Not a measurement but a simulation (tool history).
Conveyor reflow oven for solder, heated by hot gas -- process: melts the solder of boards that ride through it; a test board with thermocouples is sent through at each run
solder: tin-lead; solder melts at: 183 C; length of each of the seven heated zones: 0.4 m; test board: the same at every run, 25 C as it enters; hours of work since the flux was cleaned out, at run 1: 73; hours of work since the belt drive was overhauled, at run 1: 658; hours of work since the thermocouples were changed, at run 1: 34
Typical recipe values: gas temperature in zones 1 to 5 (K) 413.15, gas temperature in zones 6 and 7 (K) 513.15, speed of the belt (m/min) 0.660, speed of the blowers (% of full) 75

run   hour  gas temperature in zones 1 to 5 (K)  gas temperature in zones 6 and 7 (K)  speed of the belt (m/min)  speed of the blowers (% of full)  hours of work since the flux was cleaned out  hours of work since the belt drive was overhauled  hours of work since the thermocouples were changed  highest temperature of the board (K)  time above the solder's melting point (s)
  1    0.0                               413.15                                513.15                      0.660                                75                                            73                                                658                                                  34                                499.15                                       61.7
  2   18.7                               413.15                                513.15                      0.660                                75                                            84                                                669                                                  45                                498.45                                       61.3
  3   47.4                               413.15                                519.15                      0.660                                75                                           100                                                686                                                  62                                504.45                                       64.1
  4   76.7                               413.15                                519.15                      0.660                                75                                           117                                                702                                                  78                                504.45                                       64.5
  5  121.3                               413.15                                519.15                      0.660                                75                                           143                                                728                                                 104                                504.75                                       64.5
  6  161.7                               413.15                                519.15                      0.660                                75                                           166                                                751                                                 127                                503.25                                       65.4
  7  184.1                               413.15                                519.15                      0.660                                75                                           179                                                764                                                 140                                504.55                                       64.8
     221.6  -- flux residue cleaned out of gas plates and filters
  8  221.6                               417.15                                519.15                      0.660                                65                                             0                                                783                                                 159                                503.55                                       66.2
  9  265.5                               405.15                                502.15                      0.679                                75                                            25                                                808                                                 184                                487.75                                       50.7
 10  291.0                               405.15                                502.15                      0.679                                75                                            40                                                823                                                 199                                487.85                                       51.6
 11  319.2                               403.15                                507.15                      0.660                                62                                            56                                                839                                                 215                                489.65                                       52.6
 12  341.3                               403.15                                513.15                      0.660                                89                                            69                                                851                                                 228                                500.95                                       61.5
 13  372.5                               428.15                                513.15                      0.660                                89                                            87                                                869                                                 246                                504.25                                       70.5

Alternative continuations, all from the tool just after run 13; predict every row:
  A  395.6                               420.15                                513.15                      0.660                                75                                           100                                                883                                                 259                                     ?                                          ?
  B  395.6                               428.15                                513.15                      0.660                                55                                           100                                                883                                                 259                                     ?                                          ?
  C  395.6                               413.15                                514.15                      0.660                                59                                           100                                                883                                                 259                                     ?                                          ?

run  highest temperature of the board (K)  time above the solder's melting point (s)
  A                                500.85                                       64.8
  B                                496.25                                       66.2
  C                                496.55                                       59.7
Had the tool no hidden state, the same runs would have come out as:
run  highest temperature of the board (K)  time above the solder's melting point (s)
  A                                499.75                                       62.7
  B                                495.05                                       64.0
  C                                495.35                                       57.5

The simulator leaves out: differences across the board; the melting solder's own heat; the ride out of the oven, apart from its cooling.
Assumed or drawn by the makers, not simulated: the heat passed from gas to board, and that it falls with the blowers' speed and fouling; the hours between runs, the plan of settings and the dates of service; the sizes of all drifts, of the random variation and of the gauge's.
